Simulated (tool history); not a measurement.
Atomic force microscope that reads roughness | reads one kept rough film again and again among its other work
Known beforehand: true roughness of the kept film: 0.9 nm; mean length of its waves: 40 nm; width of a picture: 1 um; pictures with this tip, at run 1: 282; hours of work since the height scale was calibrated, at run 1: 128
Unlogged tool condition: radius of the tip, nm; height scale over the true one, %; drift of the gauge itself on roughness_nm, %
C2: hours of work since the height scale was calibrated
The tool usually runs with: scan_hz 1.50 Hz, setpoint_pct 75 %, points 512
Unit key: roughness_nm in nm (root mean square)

{"run": 1, "hour": 0.0, "scan_hz": 1.5, "setpoint_pct": 75, "points": 512, "pictures with this tip": 282, "C2": 128, "roughness_nm": 0.793}
{"run": 2, "hour": 5.4, "scan_hz": 1.5, "setpoint_pct": 75, "points": 512, "pictures with this tip": 292, "C2": 131, "roughness_nm": 0.794}
{"run": 3, "hour": 12.7, "scan_hz": 1.5, "setpoint_pct": 75, "points": 512, "pictures with this tip": 305, "C2": 135, "roughness_nm": 0.794}
{"run": 4, "hour": 16.7, "scan_hz": 1.5, "setpoint_pct": 75, "points": 365, "pictures with this tip": 313, "C2": 137, "roughness_nm": 0.789}
{"run": 5, "hour": 22.5, "scan_hz": 1.5, "setpoint_pct": 75, "points": 925, "pictures with this tip": 324, "C2": 140, "roughness_nm": 0.795}
{"run": 6, "hour": 30.5, "scan_hz": 1.5, "setpoint_pct": 75, "points": 925, "pictures with this tip": 338, "C2": 145, "roughness_nm": 0.794}
{"run": 7, "hour": 35.1, "scan_hz": 1.5, "setpoint_pct": 75, "points": 925, "pictures with this tip": 347, "C2": 147, "roughness_nm": 0.794}
{"hour": 37.2, "done": "new tip fitted"}
{"run": 8, "hour": 41.7, "scan_hz": 1.5, "setpoint_pct": 84, "points": 512, "pictures with this tip": 8, "C2": 151, "roughness_nm": 0.751}
{"run": 9, "hour": 46.8, "scan_hz": 1.5, "setpoint_pct": 84, "points": 512, "pictures with this tip": 18, "C2": 154, "roughness_nm": 0.753}
{"run": 10, "hour": 55.0, "scan_hz": 1.5, "setpoint_pct": 84, "points": 512, "pictures with this tip": 33, "C2": 158, "roughness_nm": 0.754}
{"run": 11, "hour": 62.7, "scan_hz": 1.5, "setpoint_pct": 71, "points": 512, "pictures with this tip": 47, "C2": 163, "roughness_nm": 0.812}
{"run": 12, "hour": 70.8, "scan_hz": 3.66, "setpoint_pct": 73, "points": 512, "pictures with this tip": 62, "C2": 167, "roughness_nm": 0.714}
{"run": 13, "hour": 74.8, "scan_hz": 3.66, "setpoint_pct": 73, "points": 512, "pictures with this tip": 69, "C2": 169, "roughness_nm": 0.714}
{"run": 14, "hour": 79.8, "scan_hz": 0.65, "setpoint_pct": 62, "points": 354, "pictures with this tip": 79, "C2": 172, "roughness_nm": 0.857}
{"run": 15, "hour": 87.9, "scan_hz": 3.05, "setpoint_pct": 79, "points": 985, "pictures with this tip": 94, "C2": 177, "roughness_nm": 0.698}
{"run": 16, "hour": 96.8, "scan_hz": 2.52, "setpoint_pct": 79, "points": 512, "pictures with this tip": 110, "C2": 182, "roughness_nm": 0.722}
{"run": 17, "hour": 101.4, "scan_hz": 2.0, "setpoint_pct": 75, "points": 512, "pictures with this tip": 119, "C2": 184, "roughness_nm": 0.776}
{"run": 18, "hour": 107.8, "scan_hz": 0.95, "setpoint_pct": 66, "points": 640, "pictures with this tip": 131, "C2": 188, "roughness_nm": 0.847}
{"run": 19, "hour": 114.6, "scan_hz": 0.77, "setpoint_pct": 70, "points": 406, "pictures with this tip": 143, "C2": 192, "roughness_nm": 0.841}
{"run": 20, "hour": 118.5, "scan_hz": 0.87, "setpoint_pct": 69, "points": 818, "pictures with this tip": 150, "C2": 194, "roughness_nm": 0.839}
{"run": 21, "hour": 126.2, "scan_hz": 1.5, "setpoint_pct": 57, "points": 782, "pictures with this tip": 165, "C2": 198, "roughness_nm": 0.847}

What if the next run were any one of these 3? Each begins from the tool's condition after run 21:
{"run": "A", "hour": 130.4, "scan_hz": 0.53, "setpoint_pct": 84, "points": 415, "pictures with this tip": 172, "C2": 201, "roughness_nm": "?"}
{"run": "B", "hour": 130.4, "scan_hz": 3.81, "setpoint_pct": 75, "points": 512, "pictures with this tip": 172, "C2": 201, "roughness_nm": "?"}
{"run": "C", "hour": 130.4, "scan_hz": 0.76, "setpoint_pct": 83, "points": 647, "pictures with this tip": 172, "C2": 201, "roughness_nm": "?"}

run=A roughness_nm=0.831
run=B roughness_nm=0.698
run=C roughness_nm=0.816
With the hidden condition removed and each run's random variation left untouched, the same runs would have given:
run=A roughness_nm=0.831
run=B roughness_nm=0.698
run=C roughness_nm=0.817
